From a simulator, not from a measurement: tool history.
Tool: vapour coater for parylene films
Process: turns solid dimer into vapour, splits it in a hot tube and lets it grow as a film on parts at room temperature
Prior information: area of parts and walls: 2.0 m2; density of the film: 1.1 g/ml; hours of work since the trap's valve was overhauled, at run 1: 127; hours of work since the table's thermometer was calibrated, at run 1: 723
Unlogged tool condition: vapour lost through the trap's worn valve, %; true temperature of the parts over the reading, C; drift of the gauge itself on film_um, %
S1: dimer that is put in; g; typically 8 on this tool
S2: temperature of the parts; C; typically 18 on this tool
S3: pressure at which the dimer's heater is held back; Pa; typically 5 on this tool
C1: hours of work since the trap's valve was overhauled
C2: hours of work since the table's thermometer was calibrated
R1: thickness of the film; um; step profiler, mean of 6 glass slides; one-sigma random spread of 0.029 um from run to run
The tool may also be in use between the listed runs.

run     day  S1  S2    S3   C1   C2    R1
  1       0   8  18     5  127  723  2.62
  2   0.488   8  18     5  136  733  2.65
  3   1.492   8  18     5  155  752  2.61
  4   2.504   8  18     5  175  771  2.59
  5     3.4   8  18     5  192  788  2.59
  6   4.004   8  18     5  204  800  2.59
  7   5.154   8  12     5  226  822  3.24
  8   6.325   4  29  6.87  248  845  0.83
  9   6.896   5  15   8.1  259  856  1.67
 10   7.946   5  15   8.1  279  876  1.62
 11   8.967   8  14     5  299  895  2.96
 12   9.812   4  28  8.66  315  912  0.81
 13  10.846   5  13     5  335  932  1.92
 14   11.75   3  14   3.9  353  949  1.14

3 ways to go on from here, each from the tool as it stands after run 14. What would each give?
  A  12.654   4  22  2.31  370  966   ?
  B  12.654   3  19  7.65  370  966   ?
  C  12.654   5  18  3.82  370  966   ?

run    R1
  A  1.23
  B  0.89
  C  1.61
Had the tool no hidden state, the same runs would have come out as:
run    R1
  A  1.29
  B  0.94
  C   1.7
